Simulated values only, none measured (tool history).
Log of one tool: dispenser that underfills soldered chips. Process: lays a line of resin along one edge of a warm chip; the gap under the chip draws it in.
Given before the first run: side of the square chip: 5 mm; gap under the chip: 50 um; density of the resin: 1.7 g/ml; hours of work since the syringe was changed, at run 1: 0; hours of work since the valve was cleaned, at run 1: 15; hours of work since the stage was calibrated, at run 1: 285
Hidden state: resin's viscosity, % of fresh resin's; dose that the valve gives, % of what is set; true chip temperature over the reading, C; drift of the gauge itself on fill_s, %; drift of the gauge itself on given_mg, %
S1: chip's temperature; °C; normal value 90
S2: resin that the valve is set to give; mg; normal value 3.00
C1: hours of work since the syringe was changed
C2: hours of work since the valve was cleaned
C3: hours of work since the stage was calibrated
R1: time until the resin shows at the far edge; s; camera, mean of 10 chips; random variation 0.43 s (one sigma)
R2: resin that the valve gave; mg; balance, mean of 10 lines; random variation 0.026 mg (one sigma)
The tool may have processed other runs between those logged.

run   hour   S1    S2  C1   C2   C3     R1    R2
  1    0.0   90  3.00   0   15  285   32.7  2.94
  2    9.1   90  3.00   6   21  291   54.0  2.91
      14.7  -- new syringe of resin
  3   15.1   90  3.00   0   25  295   32.1  2.95
  4   21.8   90  3.00   5   29  300   47.2  2.97
      30.0  -- new syringe of resin
  5   30.7   90  3.00   1   35  305   34.0  2.91
  6   36.3   90  3.00   4   38  309   46.4  2.94
      45.0  -- new syringe of resin
  7   48.6   90  2.67   2   46  317   39.4  2.57
  8   53.7   90  3.45   6   50  320   49.8  3.35
      60.0  -- new syringe of resin
  9   60.0   90  3.45   0   54  324   31.4  3.38
 10   69.2   90  3.45   6   60  330   51.8  3.29
      75.2  -- new syringe of resin
 11   76.6   90  2.60   1   64  335   36.8  2.53
 12   82.0   79  3.00   4   68  339   75.7  2.88
      90.4  -- new syringe of resin
 13   91.7   79  3.00   1   74  345   56.6  2.88
 14   97.3   90  3.00   5   78  349   47.9  2.87
     106.2  -- new syringe of resin
 15  108.7   90  3.00   2   85  356   37.8  2.87
 16  116.5   90  3.00   7   90  361   57.3  2.83
     121.8  -- new syringe of resin
 17  124.5   90  3.00   2   96  366   38.5  2.87
 18  132.2   90  3.00   7  101  371   58.4  2.91
     137.4  -- new syringe of resin
 19  143.6   98  2.75   4  108  379   33.8  2.58
 20  150.0   98  2.75   8  112  383   48.4  2.59
     152.4  -- new syringe of resin
 21  156.6   98  2.75   3  116  387   31.7  2.58
 22  161.5   98  2.75   6  120  390   40.2  2.61
     168.0  -- new syringe of resin
 23  168.1   90  2.51   0  124  394   34.6  2.38
 24  176.8  101  3.17   6  130  400   33.2  2.94
     183.8  -- new syringe of resin
     184.8  -- dispensing valve cleaned and set on the balance
 25  189.4   90  3.02   3    3  408   42.8  3.06
     200.1  -- new syringe of resin
 26  201.8   90  3.64   1   11  416   33.9  3.63
 27  213.1   84  3.08   9   19  423   84.2  3.04
     215.4  -- new syringe of resin
 28  225.5   84  3.08   7   27  431   73.1  3.04
     231.0  -- new syringe of resin
 29  232.3   94  2.80   1   31  435   29.7  2.79
 30  242.0   77  3.67   7   37  442  101.2  3.62
     246.1  -- new syringe of resin
 31  251.1   89  2.60   3   43  448   48.3  2.56
 32  259.1   76  2.66   9   48  453  128.6  2.61
     261.5  -- new syringe of resin
 33  266.3   76  2.66   3   53  457   81.2  2.54
 34  272.7   76  2.66   7   57  462  112.9  2.57
     277.3  -- new syringe of resin
 35  278.9   89  3.78   1   61  466   36.4  3.68
 36  286.6   99  3.74   6   66  471   37.1  3.59

Below are 4 alternative next runs, each starting from the tool's condition after run 36. Predict each:
     292.4  -- new syringe of resin
  A  293.4  104  3.29   1  71  475   ?   ?
     292.4  -- new syringe of resin
  B  293.4  105  3.00   1  71  475   ?   ?
     292.4  -- new syringe of resin
  C  293.4   98  2.59   1  71  475   ?   ?
     292.4  -- new syringe of resin
  D  293.4   93  3.13   1  71  475   ?   ?

run    R1    R2
  A  20.0  3.20
  B  19.4  2.91
  C  26.4  2.53
  D  31.0  3.02
Stripped of hidden state, with their random variation kept, the same runs would have yielded:
run    R1    R2
  A  17.9  3.31
  B  17.3  3.02
  C  23.3  2.62
  D  27.6  3.14
